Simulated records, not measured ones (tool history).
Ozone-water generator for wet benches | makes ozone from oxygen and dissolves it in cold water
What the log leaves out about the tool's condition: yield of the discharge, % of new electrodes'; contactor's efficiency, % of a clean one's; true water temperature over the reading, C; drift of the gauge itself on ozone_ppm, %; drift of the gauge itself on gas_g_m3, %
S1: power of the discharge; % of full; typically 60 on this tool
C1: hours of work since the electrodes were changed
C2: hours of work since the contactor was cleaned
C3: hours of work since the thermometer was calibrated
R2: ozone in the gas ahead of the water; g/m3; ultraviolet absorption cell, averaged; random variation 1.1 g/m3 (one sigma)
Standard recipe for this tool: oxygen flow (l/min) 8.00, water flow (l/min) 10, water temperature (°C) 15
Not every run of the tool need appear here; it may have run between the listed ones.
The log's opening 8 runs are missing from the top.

Run 9, hour 227.4: usual settings; C1 1257; C2 5009; C3 1843. Result: dissolved ozone (ppm) 39.7, R2 196.8 g/m3.
Run 10, hour 269.5: usual settings but water temperature (°C) 7; C1 1291; C2 5043; C3 1877. Result: dissolved ozone (ppm) 47.2, R2 199.3 g/m3.
Run 11, hour 302.2: usual settings but water temperature (°C) 8; C1 1317; C2 5069; C3 1903. Result: dissolved ozone (ppm) 46.6, R2 197.3 g/m3.
Run 12, hour 324.5: usual settings but water temperature (°C) 8; C1 1335; C2 5087; C3 1921. Result: dissolved ozone (ppm) 46.1, R2 197.8 g/m3.
Run 13, hour 365.1: usual settings but water temperature (°C) 8; C1 1367; C2 5120; C3 1954. Result: dissolved ozone (ppm) 46.1, R2 195.5 g/m3.
Run 14, hour 400.9: usual settings but water temperature (°C) 8; C1 1396; C2 5149; C3 1982. Result: dissolved ozone (ppm) 46.2, R2 196.2 g/m3.
Run 15, hour 425.9: usual settings but S1 61 % of full; C1 1416; C2 5169; C3 2002. Result: dissolved ozone (ppm) 40.0, R2 197.8 g/m3.
Run 16, hour 458.1: usual settings but S1 61 % of full; C1 1442; C2 5194; C3 2028. Result: dissolved ozone (ppm) 39.8, R2 199.1 g/m3.
Run 17, hour 499.0: usual settings but S1 61 % of full; C1 1475; C2 5227; C3 2061. Result: dissolved ozone (ppm) 40.2, R2 197.3 g/m3.
Run 18, hour 538.6: usual settings but S1 61 % of full, water flow (l/min) 6, water temperature (°C) 13; C1 1507; C2 5259; C3 2093. Result: dissolved ozone (ppm) 52.1, R2 197.8 g/m3.
Run 19, hour 564.2: usual settings but S1 69 % of full, oxygen flow (l/min) 4.14, water flow (l/min) 11, water temperature (°C) 13; C1 1527; C2 5280; C3 2113. Result: dissolved ozone (ppm) 47.7, R2 320.1 g/m3.
Run 20, hour 593.9: usual settings but S1 69 % of full, oxygen flow (l/min) 4.14, water flow (l/min) 13, water temperature (°C) 14; C1 1551; C2 5303; C3 2137. Result: dissolved ozone (ppm) 41.8, R2 316.0 g/m3.

What will run 21 give?
Run 21, hour 627.1: usual settings but S1 69 % of full, oxygen flow (l/min) 4.14, water flow (l/min) 13, water temperature (°C) 14; C1 1578; C2 5330; C3 2164. Result: dissolved ozone (ppm) ?, R2 ?.

dissolved ozone (ppm): 40.6
R2: 315.8 g/m3
With no hidden state in the tool, this same run would have given dissolved ozone (ppm) 43.4, R2 326.8 g/m3.
